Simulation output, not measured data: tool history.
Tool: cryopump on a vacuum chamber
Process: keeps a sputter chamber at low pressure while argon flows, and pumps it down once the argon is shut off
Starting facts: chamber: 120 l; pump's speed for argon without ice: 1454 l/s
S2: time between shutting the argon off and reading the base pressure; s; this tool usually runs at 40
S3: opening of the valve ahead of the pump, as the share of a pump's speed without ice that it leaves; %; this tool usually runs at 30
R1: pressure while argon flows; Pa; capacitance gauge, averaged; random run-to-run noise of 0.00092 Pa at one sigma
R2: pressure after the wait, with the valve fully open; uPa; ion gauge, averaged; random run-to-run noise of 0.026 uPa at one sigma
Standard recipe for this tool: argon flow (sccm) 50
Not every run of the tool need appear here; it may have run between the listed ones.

{"run": 1, "hour": 0.0, "argon flow (sccm)": 50, "S2": 40, "S3": 30, "R1": 0.2012, "R2": 1.57}
{"run": 2, "hour": 45.3, "argon flow (sccm)": 50, "S2": 40, "S3": 30, "R1": 0.2024, "R2": 1.63}
{"run": 3, "hour": 103.2, "argon flow (sccm)": 50, "S2": 40, "S3": 30, "R1": 0.2013, "R2": 1.64}
{"run": 4, "hour": 170.1, "argon flow (sccm)": 50, "S2": 27, "S3": 30, "R1": 0.2028, "R2": 2.11}
{"run": 5, "hour": 223.5, "argon flow (sccm)": 28, "S2": 27, "S3": 30, "R1": 0.1144, "R2": 2.13}
{"run": 6, "hour": 263.8, "argon flow (sccm)": 28, "S2": 27, "S3": 30, "R1": 0.1154, "R2": 2.09}
{"run": 7, "hour": 313.1, "argon flow (sccm)": 28, "S2": 27, "S3": 30, "R1": 0.1141, "R2": 2.19}
{"run": 8, "hour": 368.6, "argon flow (sccm)": 28, "S2": 27, "S3": 30, "R1": 0.1151, "R2": 2.15}
{"run": 9, "hour": 446.4, "argon flow (sccm)": 28, "S2": 51, "S3": 30, "R1": 0.1147, "R2": 1.55}
{"run": 10, "hour": 498.4, "argon flow (sccm)": 28, "S2": 51, "S3": 30, "R1": 0.1163, "R2": 1.57}
{"hour": 526.9, "done": "pump warmed up, emptied and cooled again"}
{"run": 11, "hour": 568.2, "argon flow (sccm)": 28, "S2": 51, "S3": 30, "R1": 0.1092, "R2": 1.49}
{"run": 12, "hour": 609.3, "argon flow (sccm)": 50, "S2": 40, "S3": 30, "R1": 0.1946, "R2": 1.62}
{"run": 13, "hour": 650.7, "argon flow (sccm)": 50, "S2": 40, "S3": 30, "R1": 0.1974, "R2": 1.69}
{"run": 14, "hour": 726.4, "argon flow (sccm)": 50, "S2": 28, "S3": 30, "R1": 0.1975, "R2": 2.1}
{"run": 15, "hour": 760.0, "argon flow (sccm)": 50, "S2": 28, "S3": 30, "R1": 0.1978, "R2": 2.13}
{"run": 16, "hour": 811.7, "argon flow (sccm)": 50, "S2": 40, "S3": 30, "R1": 0.199, "R2": 1.67}
{"run": 17, "hour": 845.9, "argon flow (sccm)": 50, "S2": 40, "S3": 30, "R1": 0.1983, "R2": 1.73}
{"run": 18, "hour": 895.0, "argon flow (sccm)": 50, "S2": 40, "S3": 30, "R1": 0.2, "R2": 1.66}
{"run": 19, "hour": 944.6, "argon flow (sccm)": 38, "S2": 29, "S3": 30, "R1": 0.1526, "R2": 2.1}
{"run": 20, "hour": 1007.6, "argon flow (sccm)": 38, "S2": 29, "S3": 30, "R1": 0.1528, "R2": 2.17}
{"run": 21, "hour": 1074.7, "argon flow (sccm)": 20, "S2": 245, "S3": 34, "R1": 0.0705, "R2": 0.99}
{"run": 22, "hour": 1141.1, "argon flow (sccm)": 20, "S2": 245, "S3": 34, "R1": 0.0715, "R2": 0.99}
{"run": 23, "hour": 1187.3, "argon flow (sccm)": 22, "S2": 60, "S3": 18, "R1": 0.1448, "R2": 1.49}
{"run": 24, "hour": 1248.4, "argon flow (sccm)": 22, "S2": 60, "S3": 27, "R1": 0.0979, "R2": 1.51}
{"run": 25, "hour": 1317.6, "argon flow (sccm)": 22, "S2": 60, "S3": 27, "R1": 0.0979, "R2": 1.52}
{"run": 26, "hour": 1353.2, "argon flow (sccm)": 52, "S2": 140, "S3": 27, "R1": 0.2359, "R2": 1.18}
{"run": 27, "hour": 1403.3, "argon flow (sccm)": 53, "S2": 59, "S3": 38, "R1": 0.1738, "R2": 1.55}
{"run": 28, "hour": 1444.4, "argon flow (sccm)": 50, "S2": 27, "S3": 53, "R1": 0.1205, "R2": 2.37}
{"run": 29, "hour": 1506.3, "argon flow (sccm)": 50, "S2": 27, "S3": 53, "R1": 0.1219, "R2": 2.33}
{"run": 30, "hour": 1551.6, "argon flow (sccm)": 50, "S2": 179, "S3": 58, "R1": 0.1129, "R2": 1.17}
{"run": 31, "hour": 1587.8, "argon flow (sccm)": 38, "S2": 71, "S3": 41, "R1": 0.1179, "R2": 1.53}
{"run": 32, "hour": 1642.7, "argon flow (sccm)": 38, "S2": 143, "S3": 19, "R1": 0.2437, "R2": 1.24}
{"hour": 1677.7, "done": "pump warmed up, emptied and cooled again"}
{"run": 33, "hour": 1705.6, "argon flow (sccm)": 50, "S2": 26, "S3": 21, "R1": 0.2805, "R2": 2.26}

What if the next run were any one of these 3? Each begins from the tool's condition after run 33:
{"run": "A", "hour": 1779.6, "argon flow (sccm)": 66, "S2": 40, "S3": 39, "R1": "?", "R2": "?"}
{"run": "B", "hour": 1779.6, "argon flow (sccm)": 38, "S2": 66, "S3": 21, "R1": "?", "R2": "?"}
{"run": "C", "hour": 1779.6, "argon flow (sccm)": 67, "S2": 81, "S3": 17, "R1": "?", "R2": "?"}

run=A R1=0.2013 R2=1.79
run=B R1=0.2136 R2=1.47
run=C R1=0.4652 R2=1.38
Had the tool no hidden state, the same runs would have come out as:
run=A R1=0.1956 R2=1.11
run=B R1=0.2103 R2=0.77
run=C R1=0.4594 R2=0.67

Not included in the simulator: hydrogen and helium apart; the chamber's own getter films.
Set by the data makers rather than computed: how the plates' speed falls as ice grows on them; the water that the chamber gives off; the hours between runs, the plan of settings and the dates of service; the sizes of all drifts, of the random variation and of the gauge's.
